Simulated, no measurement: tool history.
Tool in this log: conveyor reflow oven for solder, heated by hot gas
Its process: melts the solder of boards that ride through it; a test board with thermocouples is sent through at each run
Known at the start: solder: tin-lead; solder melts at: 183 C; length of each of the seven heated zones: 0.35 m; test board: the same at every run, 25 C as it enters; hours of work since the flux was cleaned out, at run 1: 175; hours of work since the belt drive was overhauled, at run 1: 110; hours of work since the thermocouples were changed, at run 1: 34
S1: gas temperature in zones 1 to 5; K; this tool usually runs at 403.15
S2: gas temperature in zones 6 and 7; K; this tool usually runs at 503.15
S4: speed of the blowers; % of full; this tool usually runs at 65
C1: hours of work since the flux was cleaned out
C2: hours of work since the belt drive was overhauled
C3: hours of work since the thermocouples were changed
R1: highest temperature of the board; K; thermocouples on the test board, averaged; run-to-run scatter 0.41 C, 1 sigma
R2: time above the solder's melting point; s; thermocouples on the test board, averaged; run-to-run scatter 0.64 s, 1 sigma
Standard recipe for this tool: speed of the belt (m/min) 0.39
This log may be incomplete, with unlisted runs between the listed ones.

{"run": 1, "hour": 0.0, "S1": 403.15, "S2": 503.15, "speed of the belt (m/min)": 0.39, "S4": 65, "C1": 175, "C2": 110, "C3": 34, "R1": 482.55, "R2": 66.3}
{"run": 2, "hour": 7.6, "S1": 403.15, "S2": 503.15, "speed of the belt (m/min)": 0.39, "S4": 65, "C1": 178, "C2": 113, "C3": 37, "R1": 482.35, "R2": 64.7}
{"run": 3, "hour": 15.1, "S1": 403.15, "S2": 512.15, "speed of the belt (m/min)": 0.39, "S4": 65, "C1": 182, "C2": 117, "C3": 41, "R1": 490.55, "R2": 76.3}
{"run": 4, "hour": 20.1, "S1": 403.15, "S2": 512.15, "speed of the belt (m/min)": 0.39, "S4": 65, "C1": 184, "C2": 119, "C3": 43, "R1": 490.15, "R2": 76.2}
{"run": 5, "hour": 25.2, "S1": 403.15, "S2": 503.15, "speed of the belt (m/min)": 0.424, "S4": 65, "C1": 187, "C2": 122, "C3": 46, "R1": 478.65, "R2": 54.6}
{"run": 6, "hour": 30.1, "S1": 403.15, "S2": 503.15, "speed of the belt (m/min)": 0.385, "S4": 65, "C1": 189, "C2": 124, "C3": 48, "R1": 482.65, "R2": 67.4}
{"run": 7, "hour": 38.9, "S1": 403.15, "S2": 503.15, "speed of the belt (m/min)": 0.39, "S4": 65, "C1": 193, "C2": 128, "C3": 52, "R1": 482.95, "R2": 66.2}
{"run": 8, "hour": 44.9, "S1": 403.15, "S2": 503.15, "speed of the belt (m/min)": 0.39, "S4": 65, "C1": 196, "C2": 131, "C3": 55, "R1": 481.95, "R2": 66.1}
{"run": 9, "hour": 55.1, "S1": 403.15, "S2": 503.15, "speed of the belt (m/min)": 0.39, "S4": 65, "C1": 201, "C2": 136, "C3": 60, "R1": 481.65, "R2": 65.8}
{"run": 10, "hour": 59.7, "S1": 408.15, "S2": 503.15, "speed of the belt (m/min)": 0.39, "S4": 65, "C1": 203, "C2": 138, "C3": 62, "R1": 482.25, "R2": 69.2}
{"run": 11, "hour": 67.6, "S1": 408.15, "S2": 503.15, "speed of the belt (m/min)": 0.39, "S4": 65, "C1": 207, "C2": 142, "C3": 66, "R1": 483.35, "R2": 69}
{"run": 12, "hour": 72.4, "S1": 408.15, "S2": 503.15, "speed of the belt (m/min)": 0.39, "S4": 65, "C1": 209, "C2": 144, "C3": 68, "R1": 483.15, "R2": 69.1}
{"run": 13, "hour": 78.0, "S1": 408.15, "S2": 503.15, "speed of the belt (m/min)": 0.39, "S4": 65, "C1": 212, "C2": 147, "C3": 71, "R1": 483.55, "R2": 69}
{"run": 14, "hour": 84.1, "S1": 408.15, "S2": 503.15, "speed of the belt (m/min)": 0.39, "S4": 65, "C1": 215, "C2": 150, "C3": 74, "R1": 482.55, "R2": 69.6}
{"run": 15, "hour": 88.8, "S1": 396.15, "S2": 510.15, "speed of the belt (m/min)": 0.39, "S4": 65, "C1": 217, "C2": 152, "C3": 76, "R1": 486.45, "R2": 68.9}
{"run": 16, "hour": 96.4, "S1": 403.15, "S2": 516.15, "speed of the belt (m/min)": 0.346, "S4": 65, "C1": 221, "C2": 156, "C3": 80, "R1": 497.55, "R2": 96.6}
{"run": 17, "hour": 105.6, "S1": 403.15, "S2": 503.15, "speed of the belt (m/min)": 0.39, "S4": 88, "C1": 225, "C2": 160, "C3": 84, "R1": 488.25, "R2": 75.4}
{"run": 18, "hour": 110.1, "S1": 393.15, "S2": 514.15, "speed of the belt (m/min)": 0.409, "S4": 65, "C1": 227, "C2": 162, "C3": 86, "R1": 487.65, "R2": 64.3}
{"run": 19, "hour": 120.1, "S1": 393.15, "S2": 514.15, "speed of the belt (m/min)": 0.409, "S4": 65, "C1": 232, "C2": 167, "C3": 91, "R1": 486.85, "R2": 63.8}
{"run": 20, "hour": 124.5, "S1": 412.15, "S2": 503.15, "speed of the belt (m/min)": 0.39, "S4": 65, "C1": 234, "C2": 169, "C3": 93, "R1": 483.15, "R2": 72.6}
{"run": 21, "hour": 131.8, "S1": 407.15, "S2": 494.15, "speed of the belt (m/min)": 0.39, "S4": 65, "C1": 238, "C2": 173, "C3": 97, "R1": 475.25, "R2": 56.1}
{"run": 22, "hour": 139.5, "S1": 403.15, "S2": 503.15, "speed of the belt (m/min)": 0.328, "S4": 67, "C1": 241, "C2": 176, "C3": 100, "R1": 488.45, "R2": 89.7}
{"run": 23, "hour": 145.0, "S1": 388.15, "S2": 503.15, "speed of the belt (m/min)": 0.418, "S4": 67, "C1": 244, "C2": 179, "C3": 103, "R1": 476.15, "R2": 46.5}
{"run": 24, "hour": 151.4, "S1": 403.15, "S2": 505.15, "speed of the belt (m/min)": 0.441, "S4": 65, "C1": 247, "C2": 182, "C3": 106, "R1": 478.25, "R2": 52.3}

Branching from run 24: 4 alternative next runs. What would each branch give?
{"run": "A", "hour": 156.3, "S1": 401.15, "S2": 498.15, "speed of the belt (m/min)": 0.441, "S4": 87, "C1": 249, "C2": 184, "C3": 108, "R1": "?", "R2": "?"}
{"run": "B", "hour": 156.3, "S1": 403.15, "S2": 506.15, "speed of the belt (m/min)": 0.441, "S4": 65, "C1": 249, "C2": 184, "C3": 108, "R1": "?", "R2": "?"}
{"run": "C", "hour": 156.3, "S1": 403.15, "S2": 510.15, "speed of the belt (m/min)": 0.441, "S4": 65, "C1": 249, "C2": 184, "C3": 108, "R1": "?", "R2": "?"}
{"run": "D", "hour": 156.3, "S1": 410.15, "S2": 503.15, "speed of the belt (m/min)": 0.39, "S4": 65, "C1": 249, "C2": 184, "C3": 108, "R1": "?", "R2": "?"}

run=A R1=479.25 R2=53.4
run=B R1=479.35 R2=52.9
run=C R1=482.45 R2=57.8
run=D R1=483.25 R2=70.8
The same runs, with their run-to-run variation unchanged, on a tool lacking any hidden condition would have given:
run=A R1=481.35 R2=57
run=B R1=481.25 R2=56
run=C R1=484.45 R2=60.6
run=D R1=484.75 R2=73.3
